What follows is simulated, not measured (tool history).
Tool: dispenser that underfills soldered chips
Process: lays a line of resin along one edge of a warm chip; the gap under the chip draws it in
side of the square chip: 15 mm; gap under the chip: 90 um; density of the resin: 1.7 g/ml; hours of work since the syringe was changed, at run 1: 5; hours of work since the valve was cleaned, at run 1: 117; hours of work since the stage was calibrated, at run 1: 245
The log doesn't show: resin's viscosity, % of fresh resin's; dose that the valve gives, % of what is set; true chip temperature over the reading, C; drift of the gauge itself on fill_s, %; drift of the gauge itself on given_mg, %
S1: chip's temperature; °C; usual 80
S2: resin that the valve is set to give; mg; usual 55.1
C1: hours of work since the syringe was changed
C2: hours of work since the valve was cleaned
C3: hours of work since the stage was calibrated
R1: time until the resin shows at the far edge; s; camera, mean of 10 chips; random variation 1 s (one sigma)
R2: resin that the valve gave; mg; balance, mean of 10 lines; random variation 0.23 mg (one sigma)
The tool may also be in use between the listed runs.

run,hour,S1,S2,C1,C2,C3,R1,R2
1,0.0,80,55.1,5,117,245,129.1,52.71
# hour 3.9: dispensing valve cleaned and set on the balance
# hour 6.1: new syringe of resin
2,10.0,80,55.1,3,4,250,109.5,54.76
3,14.7,80,55.1,6,7,253,131.5,55.10
# hour 18.6: new syringe of resin
4,22.7,80,55.1,3,12,258,111.8,54.99
5,27.4,80,55.1,6,15,261,134.9,54.58
# hour 31.3: new syringe of resin
6,34.7,80,55.1,2,20,266,109.6,54.67
7,39.7,80,55.1,6,23,269,132.6,54.72
# hour 43.7: new syringe of resin
8,49.0,80,55.1,3,29,275,118.3,55.23
9,53.5,85,70.8,6,32,278,114.4,70.22
# hour 56.1: new syringe of resin
10,64.3,85,70.8,5,38,285,103.9,70.04
# hour 68.3: new syringe of resin
11,69.3,85,70.8,1,41,288,78.3,69.88
12,75.4,85,70.8,5,45,292,100.8,69.46
# hour 80.4: new syringe of resin
13,83.9,65,60.1,2,51,297,214.1,59.20
14,90.8,65,60.1,7,55,302,284.5,58.93
# hour 93.0: new syringe of resin
15,98.6,81,65.2,4,60,307,115.1,64.07
16,104.1,88,56.7,7,64,310,103.8,55.62

The same runs without the tool's hidden state, with the same run-to-run variation:
run,R1,R2
1,99.5,55.11
2,99.2,54.71
3,98.0,55.12
4,98.8,55.11
5,98.4,54.75
6,99.9,54.93
7,98.7,55.03
8,99.1,55.67
9,79.7,70.87
10,78.6,70.87
11,78.7,70.80
12,78.9,70.49
13,199.5,60.19
14,199.8,60.03
15,96.2,65.38
16,69.1,56.82
